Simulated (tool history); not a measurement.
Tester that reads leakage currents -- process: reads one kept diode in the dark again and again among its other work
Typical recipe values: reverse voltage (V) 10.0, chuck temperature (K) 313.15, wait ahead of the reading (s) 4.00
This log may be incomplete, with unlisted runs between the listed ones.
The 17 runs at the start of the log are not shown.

run,hour,reverse voltage (V),chuck temperature (K),wait ahead of the reading (s),hours of work since the probe card was cleaned,hours of work since the tester was calibrated,hours of work since the chuck was calibrated,current that the tester gives (pA)
18,3367.3,10.0,313.15,5.78,299,3541,439,644.00
19,3642.0,10.0,315.15,5.78,442,3684,583,752.62
# hour 3768.9: chuck's temperature calibrated
20,3788.4,10.0,315.15,5.78,517,3760,10,706.57
21,3952.2,3.8,315.15,0.56,603,3845,96,521.92
# hour 3965.8: tester calibrated
22,4128.4,16.3,298.15,0.56,693,85,186,270.04
23,4409.7,1.7,313.15,1.21,840,231,333,362.19
24,4608.1,2.7,314.15,4.00,943,335,436,456.21
# hour 4838.7: tester calibrated, once more
25,4861.1,2.7,325.15,4.00,1074,12,567,935.06
# hour 5022.4: chuck's temperature calibrated
26,5125.3,1.2,306.15,0.88,1211,148,54,185.25
27,5349.3,6.2,313.15,4.00,1328,265,170,530.44
28,5549.1,6.2,327.15,3.64,1432,369,275,1340.46
29,5824.4,10.0,327.15,3.64,1575,513,418,1601.55
30,6021.8,10.0,320.15,1.63,1678,616,521,1040.46
# hour 6267.3: chuck's temperature calibrated
31,6283.3,10.0,313.15,1.70,1813,751,8,613.96
32,6512.2,1.6,313.15,4.00,1933,870,128,338.58
# hour 6667.4: probe card cleaned and baked
33,6678.5,4.9,317.15,4.00,6,955,213,641.66
34,6944.6,3.8,309.15,2.52,144,1094,351,346.98
35,7073.3,10.0,313.15,0.38,212,1161,419,642.04
36,7265.2,2.6,313.15,2.14,312,1261,519,412.44
37,7454.3,8.0,293.15,0.43,410,1360,617,150.29
# hour 7517.1: chuck's temperature calibrated
38,7692.1,9.6,293.15,3.02,533,1483,91,142.67
39,7841.4,2.2,302.15,1.63,611,1560,169,170.66

Predict each of these 3 candidate next runs independently; none follows another, all start after run 39:
A,8119.3,1.6,327.15,1.63,756,1705,314,?
B,8119.3,7.2,309.15,1.16,756,1705,314,?
C,8119.3,7.0,296.15,8.94,756,1705,314,?

run,current that the tester gives (pA)
A,857.42
B,430.03
C,166.76
What these runs would have given with no unlogged condition in the tool:
run,current that the tester gives (pA)
A,824.73
B,407.89
C,154.86
